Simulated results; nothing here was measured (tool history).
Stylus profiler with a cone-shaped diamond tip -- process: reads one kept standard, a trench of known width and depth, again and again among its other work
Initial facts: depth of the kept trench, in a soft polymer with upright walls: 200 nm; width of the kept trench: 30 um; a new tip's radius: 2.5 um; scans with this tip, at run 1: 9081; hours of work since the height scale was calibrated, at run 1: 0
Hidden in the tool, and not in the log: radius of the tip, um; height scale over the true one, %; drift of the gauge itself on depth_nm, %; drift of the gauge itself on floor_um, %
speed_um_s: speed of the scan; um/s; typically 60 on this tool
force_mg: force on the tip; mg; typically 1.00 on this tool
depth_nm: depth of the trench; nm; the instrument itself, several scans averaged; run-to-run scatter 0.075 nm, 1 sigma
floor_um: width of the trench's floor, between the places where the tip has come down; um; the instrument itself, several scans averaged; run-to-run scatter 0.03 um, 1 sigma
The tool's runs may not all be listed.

run	hour	speed_um_s	force_mg	scans with this tip	hours of work since the height scale was calibrated	depth_nm	floor_um
1	0.0	60	1.00	9081	0	201.17	27.81
2	39.2	60	0.57	9331	31	200.70	27.84
3	75.9	60	0.57	9565	59	200.79	27.82
4	98.6	60	0.57	9710	77	200.74	27.82
5	126.8	60	0.57	9890	99	200.81	27.78
6	147.4	60	0.57	10021	115	200.66	27.73
7	174.8	60	1.00	10196	136	201.13	27.86
8	198.7	60	1.00	10348	155	201.18	27.85
9	216.4	181	1.00	10461	169	201.29	27.58
10	245.8	181	1.85	10649	192	201.71	27.70
11	280.4	20	1.00	10869	219	201.23	28.05
12	309.8	78	0.43	11056	242	200.63	27.72
13	344.2	173	1.13	11276	268	201.35	27.59
14	364.9	173	1.13	11408	285	201.25	27.58
15	393.0	24	1.22	11587	306	201.34	27.92
16	430.4	30	0.43	11825	336	200.58	27.94
17	450.8	30	0.43	11955	352	200.74	27.91
18	488.4	189	1.00	12195	381	201.06	27.50
19	515.8	83	1.26	12370	402	201.36	27.87

Run 20 is up next; what results do you expect?
20	540.3	125	1.85	12526	421	?	?

depth_nm: 201.71 nm
floor_um: 27.76 um
With the hidden condition absent and the run-to-run variation left alone, this run would have shown depth_nm 201.71 nm, floor_um 27.78 um.

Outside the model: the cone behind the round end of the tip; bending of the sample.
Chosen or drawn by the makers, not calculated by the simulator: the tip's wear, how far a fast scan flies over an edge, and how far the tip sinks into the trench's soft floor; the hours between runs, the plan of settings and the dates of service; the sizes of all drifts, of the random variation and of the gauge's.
